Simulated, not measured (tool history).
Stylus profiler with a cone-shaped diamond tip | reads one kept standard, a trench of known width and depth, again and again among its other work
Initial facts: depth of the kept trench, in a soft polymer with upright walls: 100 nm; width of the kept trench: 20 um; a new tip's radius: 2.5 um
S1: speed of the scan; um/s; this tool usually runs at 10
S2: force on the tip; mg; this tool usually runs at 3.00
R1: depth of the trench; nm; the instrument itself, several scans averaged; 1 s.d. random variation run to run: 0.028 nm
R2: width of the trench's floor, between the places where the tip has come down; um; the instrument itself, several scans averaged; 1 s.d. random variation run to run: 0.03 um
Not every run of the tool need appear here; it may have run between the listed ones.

| run | hour | S1 | S2 | R1 | R2 |
|---|---|---|---|---|---|
| 1 | 0.0 | 10 | 3.00 | 100.78 | 18.10 |
| 2 | 55.9 | 26 | 3.00 | 100.80 | 18.00 |
| 3 | 115.8 | 10 | 3.00 | 100.78 | 18.07 |
| 4 | 213.0 | 16 | 3.00 | 100.80 | 18.10 |
| 5 | 297.0 | 10 | 1.10 | 100.47 | 17.95 |
| 6 | 410.2 | 10 | 1.37 | 100.57 | 17.99 |
| 7 | 482.1 | 10 | 1.37 | 100.48 | 17.94 |
| 8 | 537.7 | 10 | 1.37 | 100.54 | 17.98 |
| 9 | 600.0 | 10 | 1.37 | 100.52 | 17.91 |
| 10 | 649.5 | 10 | 3.00 | 100.88 | 17.94 |
| 11 | 730.1 | 10 | 3.00 | 100.89 | 17.93 |
| 12 | 810.3 | 10 | 3.00 | 101.01 | 17.91 |
| 13 | 927.3 | 10 | 3.00 | 100.98 | 17.90 |
| 14 | 994.8 | 10 | 3.53 | 100.76 | 17.94 |
| 15 | 1110.1 | 10 | 1.52 | 100.45 | 17.87 |
| 16 | 1219.7 | 6 | 3.00 | 100.69 | 17.85 |
| 17 | 1340.5 | 5 | 3.00 | 100.69 | 17.84 |
| 18 | 1449.6 | 11 | 3.00 | 100.70 | 17.81 |
| 19 | 1559.9 | 10 | 1.33 | 100.45 | 17.76 |
| 20 | 1681.3 | 21 | 1.96 | 100.55 | 17.68 |
| 21 | 1768.8 | 21 | 1.96 | 100.57 | 17.65 |
| 22 | 1851.4 | 10 | 1.81 | 100.58 | 17.71 |
| 23 | 1937.8 | 10 | 1.81 | 100.61 | 17.73 |
| 24 | 2023.8 | 10 | 1.81 | 100.60 | 17.61 |
| 25 | 2085.4 | 31 | 2.37 | 100.72 | 17.54 |
| 26 | 2146.2 | 30 | 3.00 | 100.75 | 17.53 |
| 27 | 2227.8 | 38 | 1.48 | 100.57 | 17.44 |
| 28 | 2298.3 | 10 | 2.03 | 100.63 | 17.66 |
| 29 | 2387.2 | 10 | 1.07 | 100.51 | 17.63 |
| 30 | 2449.6 | 10 | 1.07 | 100.43 | 17.51 |
| 31 | 2529.1 | 7 | 1.73 | 100.61 | 17.58 |
| 32 | 2588.4 | 5 | 7.61 | 101.31 | 18.61 |
| 33 | 2685.0 | 5 | 7.61 | 101.33 | 18.50 |
| 34 | 2777.1 | 5 | 7.61 | 101.35 | 18.47 |
| 35 | 2879.7 | 13 | 7.61 | 101.30 | 18.51 |
| 36 | 2937.9 | 6 | 7.61 | 101.34 | 18.44 |
| 37 | 3005.8 | 16 | 4.49 | 100.96 | 18.35 |
| 38 | 3103.9 | 39 | 1.63 | 100.51 | 18.21 |

Put back what was entered between runs (3 entries, withheld): which listed runs does each sit between, and how does the hidden state differ from the listed run before to the listed run after?
From run 11 to run 12: height scale calibrated on a step standard (hour 738.2)
  radius of the tip, um: 5.14 -> 5.23; height scale over the true one, %: 0.163 -> 0.243
  what was measured, less what the result would be without the hidden state, R1: +0.16 -> +0.25 nm; R2: -0.61 -> -0.63 um
From run 13 to run 14: height scale calibrated on a step standard, once more (hour 971.1)
  radius of the tip, um: 5.36 -> 5.44; height scale over the true one, %: 0.255 -> -0.011
  what was measured, less what the result would be without the hidden state, R1: +0.26 -> -0.02 nm; R2: -0.66 -> -0.67 um
From run 31 to run 32: new tip fitted, height scale calibrated (hour 2581.8)
  radius of the tip, um: 7.18 -> 2.55; height scale over the true one, %: 0.142 -> 0.004
  what was measured, less what the result would be without the hidden state, R1: +0.14 -> +0.01 nm; R2: -0.99 -> -0.02 um
